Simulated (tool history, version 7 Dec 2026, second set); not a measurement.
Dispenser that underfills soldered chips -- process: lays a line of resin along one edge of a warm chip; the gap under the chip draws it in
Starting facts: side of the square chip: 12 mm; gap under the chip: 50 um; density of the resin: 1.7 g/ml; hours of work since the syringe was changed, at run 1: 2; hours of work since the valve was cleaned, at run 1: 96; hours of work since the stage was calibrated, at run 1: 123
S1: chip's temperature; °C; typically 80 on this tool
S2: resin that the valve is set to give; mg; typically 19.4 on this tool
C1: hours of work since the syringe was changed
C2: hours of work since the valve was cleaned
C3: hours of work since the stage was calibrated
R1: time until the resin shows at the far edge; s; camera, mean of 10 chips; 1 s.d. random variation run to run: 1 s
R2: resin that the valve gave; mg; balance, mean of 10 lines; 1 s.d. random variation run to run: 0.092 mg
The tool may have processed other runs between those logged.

run 1 hour=0.0 | S1=80 S2=19.4 | C1=2 C2=96 C3=123 | R1=104.9 R2=18.38
-- hour=8.7 new syringe of resin
run 2 hour=12.5 | S1=80 S2=19.4 | C1=3 C2=104 C3=131 | R1=109.9 R2=18.40
-- hour=20.4 new syringe of resin
run 3 hour=28.0 | S1=80 S2=19.4 | C1=5 C2=115 C3=142 | R1=117.6 R2=18.09
-- hour=31.8 new syringe of resin
run 4 hour=35.6 | S1=80 S2=19.4 | C1=3 C2=120 C3=147 | R1=107.4 R2=18.02
-- hour=43.8 new syringe of resin
run 5 hour=51.6 | S1=80 S2=21.2 | C1=5 C2=130 C3=158 | R1=117.9 R2=19.69
-- hour=54.5 new syringe of resin
run 6 hour=64.0 | S1=80 S2=19.4 | C1=6 C2=139 C3=166 | R1=122.6 R2=18.02
-- hour=65.7 dispensing valve cleaned and set on the balance
-- hour=67.0 new syringe of resin
run 7 hour=73.0 | S1=80 S2=19.4 | C1=4 C2=5 C3=171 | R1=111.5 R2=19.17
-- hour=78.9 new syringe of resin
run 8 hour=88.5 | S1=80 S2=19.4 | C1=7 C2=15 C3=182 | R1=121.3 R2=19.37
-- hour=90.0 new syringe of resin
run 9 hour=100.2 | S1=80 S2=20.9 | C1=7 C2=23 C3=190 | R1=120.0 R2=20.58
-- hour=101.8 new syringe of resin
-- hour=112.8 new syringe of resin
run 10 hour=115.3 | S1=80 S2=20.9 | C1=2 C2=33 C3=199 | R1=96.7 R2=20.49
-- hour=123.6 new syringe of resin
run 11 hour=127.1 | S1=80 S2=20.9 | C1=2 C2=41 C3=207 | R1=102.4 R2=20.27
-- hour=134.6 new syringe of resin
run 12 hour=141.1 | S1=80 S2=20.9 | C1=4 C2=50 C3=217 | R1=112.4 R2=20.21
-- hour=146.2 new syringe of resin
run 13 hour=151.7 | S1=80 S2=20.9 | C1=4 C2=57 C3=224 | R1=108.4 R2=20.13
-- hour=158.0 new syringe of resin
run 14 hour=166.4 | S1=80 S2=20.9 | C1=6 C2=67 C3=234 | R1=112.8 R2=20.04
-- hour=168.8 new syringe of resin
-- hour=179.5 new syringe of resin
run 15 hour=180.0 | S1=80 S2=20.9 | C1=0 C2=76 C3=243 | R1=93.6 R2=19.97
run 16 hour=187.9 | S1=80 S2=19.4 | C1=6 C2=82 C3=248 | R1=115.9 R2=18.43
-- hour=190.6 new syringe of resin
run 17 hour=198.9 | S1=80 S2=19.4 | C1=6 C2=89 C3=255 | R1=116.3 R2=18.56
-- hour=202.7 new syringe of resin
run 18 hour=207.0 | S1=87 S2=19.0 | C1=3 C2=94 C3=261 | R1=74.5 R2=17.91
-- hour=214.6 new syringe of resin
run 19 hour=223.2 | S1=71 S2=25.1 | C1=6 C2=105 C3=272 | R1=180.3 R2=23.63
-- hour=225.9 new syringe of resin
run 20 hour=230.2 | S1=71 S2=16.8 | C1=3 C2=110 C3=276 | R1=166.1 R2=15.75
-- hour=237.1 new syringe of resin
run 21 hour=244.6 | S1=86 S2=16.6 | C1=5 C2=119 C3=286 | R1=88.1 R2=15.52
-- hour=247.8 new syringe of resin
-- hour=259.3 new syringe of resin
run 22 hour=259.3 | S1=86 S2=16.6 | C1=0 C2=129 C3=296 | R1=71.8 R2=15.23
-- hour=270.3 new syringe of resin
run 23 hour=272.3 | S1=86 S2=16.6 | C1=1 C2=138 C3=304 | R1=76.6 R2=15.38
-- hour=274.7 dispensing valve cleaned and set on the balance
-- hour=282.5 new syringe of resin
run 24 hour=286.6 | S1=83 S2=20.5 | C1=3 C2=8 C3=313 | R1=87.1 R2=20.41
-- hour=294.4 new syringe of resin
run 25 hour=302.4 | S1=75 S2=17.8 | C1=6 C2=19 C3=324 | R1=147.2 R2=17.57
-- hour=305.7 new syringe of resin
run 26 hour=310.8 | S1=83 S2=21.2 | C1=4 C2=24 C3=329 | R1=89.0 R2=20.83
-- hour=317.5 new syringe of resin
run 27 hour=327.1 | S1=83 S2=21.2 | C1=7 C2=35 C3=340 | R1=99.9 R2=20.75
-- hour=328.5 new syringe of resin
run 28 hour=338.4 | S1=76 S2=21.0 | C1=7 C2=43 C3=348 | R1=140.6 R2=20.57
-- hour=340.2 new syringe of resin
-- hour=351.7 new syringe of resin
run 29 hour=353.5 | S1=73 S2=24.4 | C1=1 C2=53 C3=358 | R1=132.7 R2=23.38
-- hour=363.1 new syringe of resin
run 30 hour=368.5 | S1=72 S2=19.0 | C1=4 C2=63 C3=368 | R1=154.9 R2=18.12
-- hour=373.9 new syringe of resin
run 31 hour=380.4 | S1=72 S2=19.0 | C1=5 C2=71 C3=376 | R1=158.8 R2=18.04
-- hour=385.1 new syringe of resin
run 32 hour=391.0 | S1=92 S2=21.8 | C1=4 C2=78 C3=383 | R1=58.8 R2=20.65
-- hour=396.4 new syringe of resin
-- hour=400.4 stage's temperature calibrated
run 33 hour=404.7 | S1=92 S2=21.8 | C1=5 C2=86 C3=3 | R1=67.1 R2=20.78
-- hour=408.3 new syringe of resin
run 34 hour=418.2 | S1=81 S2=19.8 | C1=7 C2=95 C3=12 | R1=122.6 R2=18.76

Here are 3 independent what-if runs from the current tool condition. What would each one return?
-- hour=419.8 new syringe of resin
-- hour=430.9 new syringe of resin
run A hour=434.8 | S1=79 S2=19.4 | C1=3 C2=106 C3=23 | R1=? R2=?
-- hour=419.8 new syringe of resin
-- hour=430.9 new syringe of resin
run B hour=434.8 | S1=65 S2=17.6 | C1=3 C2=106 C3=23 | R1=? R2=?
-- hour=419.8 new syringe of resin
-- hour=430.9 new syringe of resin
run C hour=434.8 | S1=70 S2=22.1 | C1=3 C2=106 C3=23 | R1=? R2=?

run=A R1=117.6 R2=18.19
run=B R1=241.7 R2=16.40
run=C R1=180.8 R2=20.80
Take away the tool's hidden state, keep each run's random variation, and the runs would have read:
run=A R1=105.1 R2=19.41
run=B R1=214.9 R2=17.51
run=C R1=162.4 R2=22.19
